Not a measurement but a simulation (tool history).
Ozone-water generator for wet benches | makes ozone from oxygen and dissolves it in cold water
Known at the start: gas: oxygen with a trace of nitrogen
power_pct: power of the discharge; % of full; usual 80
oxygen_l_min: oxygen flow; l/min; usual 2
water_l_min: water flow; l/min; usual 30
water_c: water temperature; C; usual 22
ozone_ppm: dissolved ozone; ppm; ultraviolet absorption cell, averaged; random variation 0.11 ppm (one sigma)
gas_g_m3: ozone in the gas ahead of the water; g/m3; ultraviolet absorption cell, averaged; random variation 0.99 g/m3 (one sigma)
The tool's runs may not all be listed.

run 1 hour=0 | power_pct=80 oxygen_l_min=2 water_l_min=30 water_c=22 | ozone_ppm=7.9 gas_g_m3=170.4
run 2 hour=47.7 | power_pct=80 oxygen_l_min=2 water_l_min=30 water_c=22 | ozone_ppm=8 gas_g_m3=170.2
run 3 hour=92.4 | power_pct=80 oxygen_l_min=2 water_l_min=30 water_c=18 | ozone_ppm=7.9 gas_g_m3=169.3
run 4 hour=184 | power_pct=80 oxygen_l_min=2 water_l_min=30 water_c=18 | ozone_ppm=8.1 gas_g_m3=169.8
run 5 hour=267.1 | power_pct=80 oxygen_l_min=2 water_l_min=26 water_c=22 | ozone_ppm=9.1 gas_g_m3=171.7
run 6 hour=331.4 | power_pct=80 oxygen_l_min=2 water_l_min=30 water_c=22 | ozone_ppm=7.9 gas_g_m3=171.9
run 7 hour=400.5 | power_pct=80 oxygen_l_min=1.17 water_l_min=30 water_c=22 | ozone_ppm=6.8 gas_g_m3=232.9
run 8 hour=477 | power_pct=80 oxygen_l_min=1.37 water_l_min=33 water_c=22 | ozone_ppm=6.7 gas_g_m3=210.1
run 9 hour=562.6 | power_pct=49 oxygen_l_min=2.13 water_l_min=30 water_c=22 | ozone_ppm=5.4 gas_g_m3=112.1
run 10 hour=619.5 | power_pct=49 oxygen_l_min=2.13 water_l_min=30 water_c=22 | ozone_ppm=5.5 gas_g_m3=111.6
run 11 hour=701.9 | power_pct=57 oxygen_l_min=1.91 water_l_min=36 water_c=27 | ozone_ppm=5.1 gas_g_m3=134.6

Forecast each of these 5 alternatives for the next run:
run A hour=766.2 | power_pct=80 oxygen_l_min=2.04 water_l_min=42 water_c=22 | ozone_ppm=? gas_g_m3=?
run B hour=766.2 | power_pct=97 oxygen_l_min=1.6 water_l_min=30 water_c=15 | ozone_ppm=? gas_g_m3=?
run C hour=766.2 | power_pct=57 oxygen_l_min=1.91 water_l_min=36 water_c=19 | ozone_ppm=? gas_g_m3=?
run D hour=766.2 | power_pct=57 oxygen_l_min=1.91 water_l_min=40 water_c=27 | ozone_ppm=? gas_g_m3=?
run E hour=766.2 | power_pct=80 oxygen_l_min=1.58 water_l_min=30 water_c=22 | ozone_ppm=? gas_g_m3=?

run=A ozone_ppm=5.5 gas_g_m3=167
run=B ozone_ppm=9 gas_g_m3=226.6
run=C ozone_ppm=4.9 gas_g_m3=132.5
run=D ozone_ppm=4.4 gas_g_m3=133.2
run=E ozone_ppm=7.7 gas_g_m3=193
Without the tool's hidden state the same runs would have given:
run=A ozone_ppm=5.5 gas_g_m3=167.1
run=B ozone_ppm=9.1 gas_g_m3=226.8
run=C ozone_ppm=5 gas_g_m3=132.5
run=D ozone_ppm=4.4 gas_g_m3=133.3
run=E ozone_ppm=7.7 gas_g_m3=193.2
